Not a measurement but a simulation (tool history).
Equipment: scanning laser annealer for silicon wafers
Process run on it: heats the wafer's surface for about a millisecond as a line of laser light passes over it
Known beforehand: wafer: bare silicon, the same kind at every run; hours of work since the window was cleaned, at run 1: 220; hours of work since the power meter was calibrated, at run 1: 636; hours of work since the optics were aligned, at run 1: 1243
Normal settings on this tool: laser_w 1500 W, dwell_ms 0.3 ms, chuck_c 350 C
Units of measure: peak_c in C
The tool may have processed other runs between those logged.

run,hour,laser_w,dwell_ms,chuck_c,hours of work since the window was cleaned,hours of work since the power meter was calibrated,hours of work since the optics were aligned,peak_c
1,0,1500,0.3,350,220,636,1243,1111
2,26,1500,0.3,350,232,649,1256,1115
3,67.4,1500,0.3,350,253,669,1276,1113
4,115.4,1500,0.3,350,277,693,1300,1112
5,155.5,1500,0.3,350,297,713,1320,1109
6,195.5,1500,0.3,350,317,733,1340,1110
7,238.1,1500,0.3,350,338,754,1361,1107
8,284.1,1500,0.3,350,361,777,1384,1104
9,315.4,1500,0.3,350,377,793,1400,1104
10,339.2,1314,0.3,350,389,805,1412,984
11,359.1,1500,0.3,372,399,815,1422,1121
12,393.4,1500,0.3,372,416,832,1439,1124
13,441.3,1500,0.3,372,440,856,1463,1120
14,484.4,1500,0.3,372,461,877,1484,1121
# hour 491.9: optics aligned, line set to its width
15,525.8,1500,0.3,372,479,895,17,1109
16,566,1438,0.3,350,499,915,37,1045
17,587.6,1500,0.3,350,510,926,48,1084
18,626.4,1500,0.3,350,529,945,67,1084
19,645.9,1500,0.3,350,539,955,77,1084
20,679.6,1592,0.3,350,556,972,94,1142
21,710.2,1592,0.3,350,571,987,109,1140
# hour 755.3: optics aligned, line set to its width, once more
22,758.1,1369,0.24,350,593,1009,1,963
23,782.9,1369,0.24,379,605,1021,14,987
# hour 787.3: window over the wafer cleaned
24,831.5,1369,0.24,379,22,1044,37,1013
25,855.1,1357,0.235,350,34,1056,49,967
26,893.2,1448,0.354,318,53,1075,68,1142
27,924.1,1448,0.354,313,68,1090,83,1138
28,952.6,1618,0.233,358,82,1105,97,1129
29,997.7,1566,0.256,347,105,1127,120,1123
30,1040,1566,0.256,347,126,1148,141,1120
31,1079.4,1308,0.291,377,146,1168,161,1028
32,1104.2,1362,0.291,348,158,1180,173,1033
33,1151.2,1362,0.291,348,181,1204,196,1030
34,1185.1,1362,0.291,348,198,1221,213,1031
35,1226.9,1539,0.291,322,219,1241,234,1119
36,1262,1539,0.291,322,237,1259,252,1120
37,1308.6,1539,0.291,312,260,1282,275,1106
38,1330.9,1612,0.291,364,271,1293,286,1209
39,1375.8,1612,0.291,364,293,1316,308,1207
40,1398.4,1498,0.236,354,305,1327,320,1045
41,1418.4,1498,0.236,354,315,1337,330,1042

Measured minus without-hidden-state, run by run (identical run-to-run variation in each term; gauge scatter may differ):
What the log doesn't record here: light that passes the window, % of a clean one's; laser's true power over the reading, %; width of the line over the set one, %; drift of the gauge itself on peak_c, C.
run,peak_c
1,-36
2,-37
3,-39
4,-40
5,-41
6,-43
7,-45
8,-46
9,-47
10,-40
11,-49
12,-49
13,-51
14,-52
15,-64
16,-62
17,-66
18,-68
19,-68
20,-75
21,-75
22,-26
23,-27
24,-2
25,-3
26,-5
27,-6
28,-6
29,-8
30,-10
31,-9
32,-10
33,-12
34,-13
35,-16
36,-18
37,-19
38,-21
39,-24
40,-20
41,-20

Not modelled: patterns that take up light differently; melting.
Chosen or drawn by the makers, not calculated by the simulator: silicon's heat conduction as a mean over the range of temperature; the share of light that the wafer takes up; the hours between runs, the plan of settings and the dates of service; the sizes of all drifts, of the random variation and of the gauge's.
